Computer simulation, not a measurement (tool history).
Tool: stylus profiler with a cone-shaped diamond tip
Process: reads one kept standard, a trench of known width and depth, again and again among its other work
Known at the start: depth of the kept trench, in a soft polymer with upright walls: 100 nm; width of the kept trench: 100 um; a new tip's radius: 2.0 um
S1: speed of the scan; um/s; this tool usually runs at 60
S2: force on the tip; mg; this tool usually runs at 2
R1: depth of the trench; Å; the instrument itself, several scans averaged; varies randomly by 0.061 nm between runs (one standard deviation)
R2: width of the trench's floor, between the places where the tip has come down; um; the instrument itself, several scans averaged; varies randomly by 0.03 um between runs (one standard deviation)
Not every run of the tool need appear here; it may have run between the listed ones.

Run 1, day 0: usual settings. Result: R1 1004.9 Å, R2 98.33 um.
Run 2, day 0.425: usual settings. Result: R1 1004 Å, R2 98.28 um.
Run 3, day 0.817: usual settings. Result: R1 1004.7 Å, R2 98.25 um.
Run 4, day 1.146: usual settings. Result: R1 1004.2 Å, R2 98.26 um.
Run 5, day 1.567: usual settings. Result: R1 1004.5 Å, R2 98.31 um.
Run 6, day 2.1: usual settings but S1 138 um/s. Result: R1 1005.1 Å, R2 97.91 um.
Run 7, day 2.662: usual settings. Result: R1 1004.9 Å, R2 98.28 um.
Run 8, day 3.196: usual settings. Result: R1 1005.8 Å, R2 98.25 um.
Run 9, day 3.558: usual settings. Result: R1 1005.8 Å, R2 98.27 um.
Run 10, day 4.196: usual settings. Result: R1 1003.9 Å, R2 98.3 um.
Run 11, day 4.483: usual settings. Result: R1 1005.1 Å, R2 98.27 um.
Run 12, day 5.046: usual settings but S1 163 um/s. Result: R1 1004.6 Å, R2 97.71 um.
Run 13, day 5.496: usual settings but S1 163 um/s. Result: R1 1005.7 Å, R2 97.75 um.
Run 14, day 5.808: usual settings but S1 163 um/s. Result: R1 1004 Å, R2 97.72 um.
Run 15, day 6.371: usual settings. Result: R1 1004.4 Å, R2 98.28 um.
Run 16, day 6.904: usual settings. Result: R1 1004.9 Å, R2 98.25 um.
Run 17, day 7.296: usual settings. Result: R1 1004.9 Å, R2 98.27 um.
Run 18, day 7.704: usual settings but S2 1.06 mg. Result: R1 1001.5 Å, R2 98.09 um.
Run 19, day 8: usual settings but S2 1.06 mg. Result: R1 1002.7 Å, R2 98.13 um.
Run 20, day 8.504: usual settings. Result: R1 1005.3 Å, R2 98.25 um.
Run 21, day 8.908: usual settings. Result: R1 1004.3 Å, R2 98.18 um.
Run 22, day 9.529: usual settings. Result: R1 1004.1 Å, R2 98.31 um.
Run 23, day 9.812: usual settings but S2 1.26 mg. Result: R1 1002.2 Å, R2 98.21 um.
Run 24, day 10.475: usual settings but S1 97 um/s, S2 4.67 mg. Result: R1 1009.2 Å, R2 98.26 um.
Run 25, day 10.912: usual settings but S1 34 um/s, S2 1.32 mg. Result: R1 1002.8 Å, R2 98.35 um.
Run 26, day 11.5: usual settings but S1 34 um/s, S2 1.32 mg. Result: R1 1002.8 Å, R2 98.33 um.
Run 27, day 11.871: usual settings but S1 28 um/s, S2 5.08 mg. Result: R1 1009 Å, R2 98.44 um.
Run 28, day 12.35: usual settings but S1 67 um/s, S2 3.76 mg. Result: R1 1008.1 Å, R2 98.35 um.
Run 29, day 12.825: usual settings but S1 18 um/s, S2 2.82 mg. Result: R1 1006.9 Å, R2 98.46 um.
Run 30, day 13.271: usual settings but S1 28 um/s, S2 4.88 mg. Result: R1 1008.7 Å, R2 98.47 um.
Run 31, day 13.9: usual settings but S1 26 um/s, S2 3.52 mg. Result: R1 1006.9 Å, R2 98.45 um.
Run 32, day 14.392: usual settings but S1 61 um/s, S2 5.26 mg. Result: R1 1010 Å, R2 98.3 um.
Run 33, day 15.046: usual settings but S1 61 um/s, S2 5.26 mg. Result: R1 1009.5 Å, R2 98.35 um.
Run 34, day 15.621: usual settings but S1 61 um/s, S2 5.26 mg. Result: R1 1008.7 Å, R2 98.35 um.
Run 35, day 15.958: usual settings but S2 1.87 mg. Result: R1 1003.8 Å, R2 98.22 um.
Run 36, day 16.471: usual settings but S1 52 um/s, S2 4.49 mg. Result: R1 1007.8 Å, R2 98.32 um.
Run 37, day 16.95: usual settings but S1 52 um/s, S2 4.49 mg. Result: R1 1007.6 Å, R2 98.32 um.
Run 38, day 17.575: usual settings but S1 42 um/s, S2 1.03 mg. Result: R1 1001.2 Å, R2 98.23 um.
Run 39, day 18.133: usual settings but S1 42 um/s, S2 1.03 mg. Result: R1 1001.9 Å, R2 98.24 um.
Run 40, day 18.512: usual settings but S1 224 um/s, S2 6 mg. Result: R1 1010.9 Å, R2 97.83 um.

Each row is a separate what-if for the run after 40, all from the same tool condition, not one after another. Results?
Run A, day 19.046: usual settings but S1 50 um/s, S2 4.52 mg. Result: R1 ?, R2 ?.
Run B, day 19.046: usual settings but S1 224 um/s, S2 2.18 mg. Result: R1 ?, R2 ?.
Run C, day 19.046: usual settings but S1 42 um/s, S2 0.8 mg. Result: R1 ?, R2 ?.
Run D, day 19.046: usual settings but S1 30 um/s, S2 1.31 mg. Result: R1 ?, R2 ?.
Run E, day 19.046: usual settings but S1 58 um/s, S2 2.09 mg. Result: R1 ?, R2 ?.

run      R1     R2
  A    1008  98.32
  B  1005.7  97.34
  C  1000.3  98.15
  D  1001.6  98.35
  E  1003.6   98.2
The same runs, with their run-to-run variation unchanged, on a tool lacking any hidden condition would have given:
run      R1     R2
  A  1010.8  98.55
  B  1008.4  97.58
  C  1003.1  98.39
  D  1004.4  98.59
  E  1006.3  98.44
